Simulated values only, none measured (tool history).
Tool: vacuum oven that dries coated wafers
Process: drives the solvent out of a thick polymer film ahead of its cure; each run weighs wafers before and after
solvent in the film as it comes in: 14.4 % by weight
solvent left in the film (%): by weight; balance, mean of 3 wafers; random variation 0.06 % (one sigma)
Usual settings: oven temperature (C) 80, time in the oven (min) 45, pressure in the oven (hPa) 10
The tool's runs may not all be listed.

run	hour	oven temperature (C)	time in the oven (min)	pressure in the oven (hPa)	solvent left in the film (%)
1	0	80	45	10	3.48
2	11.1	69	45	10	6.81
3	27.2	69	45	10	6.9
4	39.2	80	45	7.4	3.55
5	50	80	45	7.4	3.48
6	65	76	45	7.4	4.57
7	73.6	76	45	7.4	4.57
# hour 76: vacuum gauge cleaned of residue and calibrated
8	84.3	85	24	6.9	4.5
9	97.8	70	45	15.7	6.94
10	114.9	93	27	10	2.38
11	122.6	93	27	10	2.33
12	133.3	93	27	10	2.47
13	149.1	75	27	17.7	7.54
# hour 164.5: vacuum gauge cleaned of residue and calibrated, once more
14	168.3	75	27	17.7	7.36

3 ways to go on from here, each from the tool as it stands after run 14. What would each give?
A	176.8	84	45	17.2	?
B	176.8	75	27	7.7	?
C	176.8	75	77	17.7	?

run	solvent left in the film (%)
A	3.06
B	6.85
C	3.74
Without the tool's hidden state the same runs would have given:
run	solvent left in the film (%)
A	2.8
B	6.56
C	3.43
